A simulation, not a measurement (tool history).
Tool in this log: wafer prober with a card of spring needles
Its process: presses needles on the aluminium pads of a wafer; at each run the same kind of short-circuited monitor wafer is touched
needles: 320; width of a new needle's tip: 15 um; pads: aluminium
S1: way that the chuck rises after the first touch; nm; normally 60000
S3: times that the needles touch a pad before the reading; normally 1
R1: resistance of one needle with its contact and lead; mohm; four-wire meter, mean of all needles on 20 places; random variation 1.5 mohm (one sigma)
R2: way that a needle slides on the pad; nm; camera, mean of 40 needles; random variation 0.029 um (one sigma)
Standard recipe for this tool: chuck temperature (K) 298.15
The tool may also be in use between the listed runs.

{"run": 1, "hour": 0.0, "S1": 60000, "chuck temperature (K)": 298.15, "S3": 1, "R1": 239, "R2": 7610}
{"hour": 2.9, "done": "tips cleaned on abrasive film"}
{"hour": 9.8, "done": "tips cleaned on abrasive film"}
{"hour": 15.4, "done": "tips cleaned on abrasive film"}
{"hour": 22.4, "done": "tips cleaned on abrasive film"}
{"hour": 29.4, "done": "tips cleaned on abrasive film"}
{"hour": 36.4, "done": "tips cleaned on abrasive film"}
{"hour": 42.0, "done": "tips cleaned on abrasive film"}
{"hour": 47.6, "done": "tips cleaned on abrasive film"}
{"run": 2, "hour": 51.8, "S1": 60000, "chuck temperature (K)": 298.15, "S3": 1, "R1": 241, "R2": 7340}
{"hour": 53.3, "done": "tips cleaned on abrasive film"}
{"hour": 60.3, "done": "tips cleaned on abrasive film"}
{"hour": 67.3, "done": "tips cleaned on abrasive film"}
{"hour": 72.9, "done": "tips cleaned on abrasive film"}
{"hour": 79.9, "done": "tips cleaned on abrasive film"}
{"run": 3, "hour": 83.1, "S1": 60000, "chuck temperature (K)": 298.15, "S3": 1, "R1": 240, "R2": 7360}
{"hour": 85.9, "done": "tips cleaned on abrasive film"}
{"hour": 91.5, "done": "tips cleaned on abrasive film"}
{"hour": 97.1, "done": "tips cleaned on abrasive film"}
{"hour": 104.1, "done": "tips cleaned on abrasive film"}
{"hour": 109.7, "done": "tips cleaned on abrasive film"}
{"hour": 116.7, "done": "tips cleaned on abrasive film"}
{"hour": 122.3, "done": "tips cleaned on abrasive film"}
{"hour": 124.0, "done": "height of the first contact set anew"}
{"hour": 129.6, "done": "tips cleaned on abrasive film"}
{"hour": 136.6, "done": "tips cleaned on abrasive film"}
{"hour": 143.6, "done": "tips cleaned on abrasive film"}
{"run": 4, "hour": 146.0, "S1": 70000, "chuck temperature (K)": 298.15, "S3": 1, "R1": 232, "R2": 9100}
{"hour": 150.2, "done": "tips cleaned on abrasive film"}
{"hour": 155.8, "done": "tips cleaned on abrasive film"}
{"hour": 161.4, "done": "tips cleaned on abrasive film"}
{"hour": 167.0, "done": "tips cleaned on abrasive film"}
{"hour": 174.0, "done": "tips cleaned on abrasive film"}
{"hour": 179.6, "done": "tips cleaned on abrasive film"}
{"hour": 185.2, "done": "tips cleaned on abrasive film"}
{"hour": 192.2, "done": "tips cleaned on abrasive film"}
{"hour": 199.2, "done": "tips cleaned on abrasive film"}
{"run": 5, "hour": 202.0, "S1": 60000, "chuck temperature (K)": 298.15, "S3": 1, "R1": 238, "R2": 7760}
{"hour": 204.9, "done": "tips cleaned on abrasive film"}
{"hour": 210.5, "done": "tips cleaned on abrasive film"}
{"hour": 216.1, "done": "tips cleaned on abrasive film"}
{"hour": 223.1, "done": "tips cleaned on abrasive film"}
{"hour": 230.1, "done": "tips cleaned on abrasive film"}
{"hour": 235.7, "done": "tips cleaned on abrasive film"}
{"run": 6, "hour": 241.2, "S1": 60000, "chuck temperature (K)": 298.15, "S3": 1, "R1": 243, "R2": 7700}
{"hour": 242.6, "done": "tips cleaned on abrasive film"}
{"hour": 249.6, "done": "tips cleaned on abrasive film"}
{"hour": 256.6, "done": "tips cleaned on abrasive film"}
{"hour": 263.6, "done": "tips cleaned on abrasive film"}
{"hour": 269.2, "done": "tips cleaned on abrasive film, once more"}
{"hour": 276.2, "done": "tips cleaned on abrasive film"}
{"hour": 281.8, "done": "tips cleaned on abrasive film"}
{"hour": 288.8, "done": "tips cleaned on abrasive film"}
{"hour": 294.4, "done": "tips cleaned on abrasive film"}
{"hour": 301.3, "done": "tips cleaned on abrasive film"}
{"run": 7, "hour": 304.1, "S1": 60000, "chuck temperature (K)": 298.15, "S3": 1, "R1": 237, "R2": 7570}
{"hour": 308.3, "done": "tips cleaned on abrasive film"}
{"hour": 315.3, "done": "tips cleaned on abrasive film"}
{"hour": 320.9, "done": "tips cleaned on abrasive film"}
{"hour": 327.9, "done": "tips cleaned on abrasive film"}
{"hour": 333.5, "done": "tips cleaned on abrasive film"}
{"run": 8, "hour": 335.8, "S1": 60000, "chuck temperature (K)": 298.15, "S3": 2, "R1": 235, "R2": 7550}
{"hour": 340.0, "done": "tips cleaned on abrasive film"}
{"hour": 345.6, "done": "tips cleaned on abrasive film"}
{"hour": 351.2, "done": "tips cleaned on abrasive film"}
{"hour": 363.2, "done": "card fitted with new needles"}
{"hour": 370.2, "done": "tips cleaned on abrasive film"}
{"hour": 377.2, "done": "tips cleaned on abrasive film"}
{"hour": 384.2, "done": "tips cleaned on abrasive film"}
{"hour": 389.8, "done": "tips cleaned on abrasive film"}
{"hour": 396.8, "done": "tips cleaned on abrasive film"}
{"hour": 402.4, "done": "tips cleaned on abrasive film"}
{"run": 9, "hour": 405.1, "S1": 60000, "chuck temperature (K)": 298.15, "S3": 2, "R1": 230, "R2": 7750}
{"hour": 408.2, "done": "tips cleaned on abrasive film"}
{"hour": 413.9, "done": "tips cleaned on abrasive film"}
{"hour": 420.8, "done": "tips cleaned on abrasive film"}
{"hour": 427.8, "done": "tips cleaned on abrasive film"}
{"hour": 434.8, "done": "tips cleaned on abrasive film"}
{"hour": 441.8, "done": "tips cleaned on abrasive film"}
{"run": 10, "hour": 444.0, "S1": 60000, "chuck temperature (K)": 298.15, "S3": 2, "R1": 227, "R2": 7680}
{"hour": 448.2, "done": "tips cleaned on abrasive film"}
{"hour": 453.9, "done": "tips cleaned on abrasive film"}
{"hour": 460.8, "done": "tips cleaned on abrasive film"}
{"hour": 466.4, "done": "tips cleaned on abrasive film"}
{"hour": 472.0, "done": "tips cleaned on abrasive film"}
{"hour": 479.0, "done": "tips cleaned on abrasive film"}
{"hour": 484.6, "done": "tips cleaned on abrasive film"}
{"run": 11, "hour": 487.7, "S1": 41000, "chuck temperature (K)": 303.15, "S3": 3, "R1": 238, "R2": 5200}
{"hour": 490.5, "done": "tips cleaned on abrasive film"}
{"hour": 497.5, "done": "tips cleaned on abrasive film"}
{"hour": 504.5, "done": "tips cleaned on abrasive film"}
{"hour": 511.5, "done": "tips cleaned on abrasive film"}
{"hour": 518.4, "done": "tips cleaned on abrasive film"}
{"hour": 524.1, "done": "tips cleaned on abrasive film"}
{"hour": 531.0, "done": "tips cleaned on abrasive film"}
{"hour": 536.6, "done": "tips cleaned on abrasive film"}
{"run": 12, "hour": 542.0, "S1": 60000, "chuck temperature (K)": 330.15, "S3": 2, "R1": 236, "R2": 7670}
{"hour": 543.5, "done": "tips cleaned on abrasive film"}
{"hour": 549.1, "done": "tips cleaned on abrasive film"}
{"hour": 556.0, "done": "tips cleaned on abrasive film"}
{"hour": 561.6, "done": "tips cleaned on abrasive film"}
{"hour": 567.3, "done": "tips cleaned on abrasive film"}
{"hour": 574.2, "done": "tips cleaned on abrasive film"}
{"hour": 579.8, "done": "tips cleaned on abrasive film"}
{"hour": 585.4, "done": "tips cleaned on abrasive film"}
{"hour": 591.1, "done": "tips cleaned on abrasive film"}
{"hour": 598.0, "done": "tips cleaned on abrasive film"}
{"run": 13, "hour": 598.2, "S1": 80000, "chuck temperature (K)": 330.15, "S3": 3, "R1": 230, "R2": 10130}
{"hour": 603.8, "done": "tips cleaned on abrasive film"}
{"hour": 609.4, "done": "tips cleaned on abrasive film"}
{"hour": 616.4, "done": "tips cleaned on abrasive film"}
{"hour": 622.0, "done": "tips cleaned on abrasive film"}
{"hour": 629.0, "done": "tips cleaned on abrasive film"}
{"hour": 636.0, "done": "tips cleaned on abrasive film"}
{"hour": 643.0, "done": "tips cleaned on abrasive film"}
{"hour": 649.9, "done": "tips cleaned on abrasive film"}
{"hour": 656.9, "done": "tips cleaned on abrasive film"}
{"run": 14, "hour": 660.4, "S1": 80000, "chuck temperature (K)": 329.15, "S3": 2, "R1": 231, "R2": 10070}
{"hour": 663.3, "done": "tips cleaned on abrasive film"}
{"hour": 670.3, "done": "tips cleaned on abrasive film"}
{"hour": 675.9, "done": "tips cleaned on abrasive film"}
{"hour": 682.9, "done": "tips cleaned on abrasive film"}
{"hour": 689.9, "done": "tips cleaned on abrasive film"}
{"hour": 696.8, "done": "tips cleaned on abrasive film"}
{"hour": 703.8, "done": "tips cleaned on abrasive film"}
{"hour": 710.8, "done": "tips cleaned on abrasive film"}
{"hour": 716.4, "done": "tips cleaned on abrasive film"}
{"run": 15, "hour": 720.6, "S1": 56000, "chuck temperature (K)": 329.15, "S3": 1, "R1": 245, "R2": 6890}
{"hour": 722.1, "done": "tips cleaned on abrasive film"}
{"hour": 727.7, "done": "tips cleaned on abrasive film"}
{"hour": 729.4, "done": "height of the first contact set anew"}
{"hour": 735.0, "done": "tips cleaned on abrasive film"}
{"hour": 742.0, "done": "tips cleaned on abrasive film"}
{"hour": 749.0, "done": "tips cleaned on abrasive film"}
{"hour": 755.9, "done": "tips cleaned on abrasive film"}
{"hour": 761.6, "done": "tips cleaned on abrasive film"}
{"hour": 768.5, "done": "tips cleaned on abrasive film"}
{"hour": 774.1, "done": "tips cleaned on abrasive film"}
{"run": 16, "hour": 779.0, "S1": 60000, "chuck temperature (K)": 345.15, "S3": 1, "R1": 244, "R2": 7760}
{"hour": 780.5, "done": "tips cleaned on abrasive film"}
{"hour": 786.1, "done": "tips cleaned on abrasive film"}
{"hour": 793.1, "done": "tips cleaned on abrasive film"}
{"hour": 798.7, "done": "tips cleaned on abrasive film"}
{"hour": 804.3, "done": "tips cleaned on abrasive film"}
{"hour": 811.3, "done": "tips cleaned on abrasive film"}
{"run": 17, "hour": 815.2, "S1": 60000, "chuck temperature (K)": 345.15, "S3": 1, "R1": 246, "R2": 7730}
{"hour": 818.0, "done": "tips cleaned on abrasive film"}
{"hour": 825.0, "done": "tips cleaned on abrasive film"}
{"hour": 832.0, "done": "tips cleaned on abrasive film"}
{"hour": 839.0, "done": "tips cleaned on abrasive film"}
{"hour": 844.6, "done": "tips cleaned on abrasive film"}
{"run": 18, "hour": 844.6, "S1": 60000, "chuck temperature (K)": 345.15, "S3": 1, "R1": 236, "R2": 7730}
{"hour": 850.3, "done": "tips cleaned on abrasive film"}
{"hour": 855.9, "done": "tips cleaned on abrasive film"}
{"hour": 862.8, "done": "tips cleaned on abrasive film"}
{"hour": 869.8, "done": "tips cleaned on abrasive film"}
{"hour": 875.4, "done": "tips cleaned on abrasive film"}
{"hour": 882.4, "done": "tips cleaned on abrasive film"}
{"hour": 888.0, "done": "tips cleaned on abrasive film"}
{"hour": 895.0, "done": "tips cleaned on abrasive film"}
{"hour": 900.6, "done": "tips cleaned on abrasive film"}
{"run": 19, "hour": 902.5, "S1": 69000, "chuck temperature (K)": 387.15, "S3": 2, "R1": 247, "R2": 8770}
{"hour": 906.7, "done": "tips cleaned on abrasive film"}
{"hour": 913.7, "done": "tips cleaned on abrasive film"}
{"hour": 920.7, "done": "tips cleaned on abrasive film"}
{"hour": 927.7, "done": "tips cleaned on abrasive film"}
{"hour": 933.3, "done": "tips cleaned on abrasive film"}
{"hour": 940.2, "done": "tips cleaned on abrasive film"}
{"run": 20, "hour": 942.9, "S1": 44000, "chuck temperature (K)": 303.15, "S3": 2, "R1": 241, "R2": 5500}

4 ways to go on from here, each from the tool as it stands after run 20. What would each give?
{"hour": 947.2, "done": "tips cleaned on abrasive film"}
{"hour": 954.2, "done": "tips cleaned on abrasive film"}
{"hour": 961.1, "done": "tips cleaned on abrasive film"}
{"hour": 968.1, "done": "tips cleaned on abrasive film"}
{"hour": 973.7, "done": "tips cleaned on abrasive film"}
{"run": "A", "hour": 977.1, "S1": 49000, "chuck temperature (K)": 298.15, "S3": 1, "R1": "?", "R2": "?"}
{"hour": 947.2, "done": "tips cleaned on abrasive film"}
{"hour": 954.2, "done": "tips cleaned on abrasive film"}
{"hour": 961.1, "done": "tips cleaned on abrasive film"}
{"hour": 968.1, "done": "tips cleaned on abrasive film"}
{"hour": 973.7, "done": "tips cleaned on abrasive film"}
{"run": "B", "hour": 977.1, "S1": 60000, "chuck temperature (K)": 341.15, "S3": 2, "R1": "?", "R2": "?"}
{"hour": 947.2, "done": "tips cleaned on abrasive film"}
{"hour": 954.2, "done": "tips cleaned on abrasive film"}
{"hour": 961.1, "done": "tips cleaned on abrasive film"}
{"hour": 968.1, "done": "tips cleaned on abrasive film"}
{"hour": 973.7, "done": "tips cleaned on abrasive film"}
{"run": "C", "hour": 977.1, "S1": 55000, "chuck temperature (K)": 315.15, "S3": 2, "R1": "?", "R2": "?"}
{"hour": 947.2, "done": "tips cleaned on abrasive film"}
{"hour": 954.2, "done": "tips cleaned on abrasive film"}
{"hour": 961.1, "done": "tips cleaned on abrasive film"}
{"hour": 968.1, "done": "tips cleaned on abrasive film"}
{"hour": 973.7, "done": "tips cleaned on abrasive film"}
{"run": "D", "hour": 977.1, "S1": 57000, "chuck temperature (K)": 298.15, "S3": 1, "R1": "?", "R2": "?"}

run=A R1=240 R2=6120
run=B R1=242 R2=7600
run=C R1=238 R2=6950
run=D R1=234 R2=7150
With no hidden state in the tool, these same runs would have given:
run=A R1=226 R2=6390
run=B R1=235 R2=7870
run=C R1=230 R2=7220
run=D R1=223 R2=7420

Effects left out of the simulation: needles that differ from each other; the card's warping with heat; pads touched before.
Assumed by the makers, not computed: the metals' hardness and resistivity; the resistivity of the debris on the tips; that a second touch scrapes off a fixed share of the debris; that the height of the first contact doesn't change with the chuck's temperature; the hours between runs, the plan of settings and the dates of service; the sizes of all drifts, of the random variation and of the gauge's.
